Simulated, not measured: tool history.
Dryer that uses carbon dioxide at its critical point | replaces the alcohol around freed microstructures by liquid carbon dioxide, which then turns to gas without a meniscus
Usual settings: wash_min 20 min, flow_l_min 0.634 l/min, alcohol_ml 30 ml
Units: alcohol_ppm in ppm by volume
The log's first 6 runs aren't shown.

run     day  wash_min  flow_l_min  alcohol_ml  hours of work since the filter was changed  hours of work since the purifier's bed was changed  alcohol_ppm
  7  13.258        20       0.634          30                                         234                                                 662          257
     14.942  -- purifier's bed changed
  8  15.846        20       0.634          30                                         267                                                  12           97
  9  17.046        20       0.634          30                                         283                                                  28          100
 10  18.238        20       0.634          30                                         298                                                  44          115
 11  20.767        27       0.634          30                                         332                                                  77           33
 12  23.104        20       0.634          30                                         363                                                 108          140
 13  24.954        20       0.634          30                                         387                                                 132          148
 14  27.412        20       0.634          30                                         420                                                 165          151
 15   29.35        20       0.634          30                                         445                                                 190          161
 16  31.296        20       0.634          30                                         471                                                 216          167
 17  32.862        20       0.634          30                                         492                                                 237          177
 18      35        20       0.634          30                                         520                                                 265          191
 19  36.858        20       0.634          30                                         544                                                 290          190
     38.504  -- inlet filter changed
 20  38.571        24       0.634          30                                           1                                                 312          114
 21  41.033        24       0.634          30                                          33                                                 344          114
 22  43.008        14       0.634          30                                          60                                                 370          483
 23  44.804        14       0.634          30                                          83                                                 394          502
 24  47.492        26       0.855          80                                         119                                                 430          114
 25  50.067        26       0.855          80                                         153                                                 464          122
 26  51.383        29       0.747          48                                         170                                                 481          127
 27  52.704        13       0.634          30                                         188                                                 498          666
 28  54.088        14       0.634          30                                         206                                                 517          560
 29  56.604        16       0.634          58                                         239                                                 550          633
 30  58.975        16       0.634          58                                         271                                                 581          651
 31   60.35        16       0.634          58                                         289                                                 599          670

Run 32 comes next. What will it give?
 32  62.921        16       0.634          58                                         323                                                 633            ?

alcohol_ppm: 692 ppm by volume
Without the tool's hidden state the same run would have given alcohol_ppm 430 ppm by volume.
